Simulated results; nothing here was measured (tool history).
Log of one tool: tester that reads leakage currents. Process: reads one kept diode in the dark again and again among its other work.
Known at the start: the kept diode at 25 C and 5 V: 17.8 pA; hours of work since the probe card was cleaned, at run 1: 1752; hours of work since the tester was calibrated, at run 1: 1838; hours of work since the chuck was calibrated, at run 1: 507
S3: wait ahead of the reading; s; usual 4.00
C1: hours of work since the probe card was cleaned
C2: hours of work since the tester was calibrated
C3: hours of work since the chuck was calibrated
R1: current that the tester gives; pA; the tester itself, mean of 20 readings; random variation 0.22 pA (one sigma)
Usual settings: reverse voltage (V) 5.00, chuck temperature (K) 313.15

Run 1, hour 0.0: usual settings; C1 1752; C2 1838; C3 507. Result: R1 72.29 pA.
At hour 211.1: probe card cleaned and baked.
Run 2, hour 212.7: usual settings; C1 1; C2 1976; C3 645. Result: R1 72.31 pA.
Run 3, hour 332.8: usual settings; C1 80; C2 2055; C3 725. Result: R1 72.19 pA.
Run 4, hour 578.2: usual settings but reverse voltage (V) 1.81; C1 242; C2 2217; C3 887. Result: R1 47.14 pA.
Run 5, hour 823.8: usual settings but reverse voltage (V) 1.81; C1 404; C2 2379; C3 1049. Result: R1 46.80 pA.
Run 6, hour 956.7: usual settings but reverse voltage (V) 1.81; C1 492; C2 2467; C3 1136. Result: R1 47.08 pA.
Run 7, hour 1107.3: usual settings; C1 591; C2 2567; C3 1236. Result: R1 71.71 pA.
At hour 1190.5: chuck's temperature calibrated.
Run 8, hour 1281.3: usual settings but S3 5.48 s; C1 705; C2 2680; C3 60. Result: R1 71.93 pA.
Run 9, hour 1432.3: usual settings but S3 5.48 s; C1 805; C2 2780; C3 160. Result: R1 72.03 pA.
Run 10, hour 1638.5: usual settings but S3 5.48 s; C1 941; C2 2916; C3 296. Result: R1 71.90 pA.
Run 11, hour 1757.8: usual settings but S3 0.73 s; C1 1019; C2 2995; C3 374. Result: R1 72.70 pA.
Run 12, hour 1955.2: usual settings but chuck temperature (K) 307.15; C1 1150; C2 3125; C3 505. Result: R1 42.13 pA.
Run 13, hour 2172.6: usual settings but chuck temperature (K) 293.15; C1 1293; C2 3268; C3 648. Result: R1 11.13 pA.
Run 14, hour 2352.5: usual settings but chuck temperature (K) 301.15, S3 0.50 s; C1 1412; C2 3387; C3 767. Result: R1 25.10 pA.
Run 15, hour 2463.8: usual settings but reverse voltage (V) 1.90; C1 1485; C2 3460; C3 840. Result: R1 48.17 pA.
Run 16, hour 2630.6: usual settings but reverse voltage (V) 1.90; C1 1595; C2 3570; C3 950. Result: R1 48.20 pA.
Run 17, hour 2745.9: usual settings but reverse voltage (V) 1.90; C1 1672; C2 3647; C3 1026. Result: R1 47.78 pA.
Run 18, hour 2868.1: usual settings but reverse voltage (V) 8.88, chuck temperature (K) 319.15, S3 2.08 s; C1 1752; C2 3727; C3 1107. Result: R1 155.01 pA.
Run 19, hour 3038.3: usual settings but reverse voltage (V) 5.40, chuck temperature (K) 295.15, S3 3.30 s; C1 1864; C2 3840; C3 1219. Result: R1 13.99 pA.
At hour 3091.3: probe card cleaned and baked.
At hour 3139.1: chuck's temperature calibrated.
Run 20, hour 3244.9: usual settings but reverse voltage (V) 3.81, S3 2.41 s; C1 100; C2 3973; C3 70. Result: R1 64.41 pA.
Run 21, hour 3424.1: usual settings but reverse voltage (V) 3.81, S3 2.41 s; C1 218; C2 4091; C3 188. Result: R1 64.53 pA.
Run 22, hour 3623.0: usual settings but S3 0.61 s; C1 350; C2 4222; C3 319. Result: R1 73.03 pA.
Run 23, hour 3737.5: usual settings but reverse voltage (V) 1.34, chuck temperature (K) 304.15, S3 2.02 s; C1 425; C2 4298; C3 395. Result: R1 18.29 pA.
Run 24, hour 3908.2: usual settings but reverse voltage (V) 11.78, S3 4.80 s; C1 538; C2 4410; C3 508. Result: R1 103.75 pA.

How the hidden state differs across the entries between the runs, from the last listed run before each to the first after it:
Between runs 1 and 2: probe card cleaned and baked (hour 211.1)
  stray current of the dirty probe card, pA a volt: 0.029 -> 0.02; current scale over the true one, %: 0 -> -0.01; true chuck temperature over the reading, C: 0 -> 0.01
Between runs 7 and 8: chuck's temperature calibrated (hour 1190.5)
  true chuck temperature over the reading, C: 0.01 -> 0
Between runs 19 and 20: probe card cleaned and baked (hour 3091.3); chuck's temperature calibrated (hour 3139.1)
  stray current of the dirty probe card, pA a volt: 0.028 -> 0.021; true chuck temperature over the reading, C: 0.01 -> 0

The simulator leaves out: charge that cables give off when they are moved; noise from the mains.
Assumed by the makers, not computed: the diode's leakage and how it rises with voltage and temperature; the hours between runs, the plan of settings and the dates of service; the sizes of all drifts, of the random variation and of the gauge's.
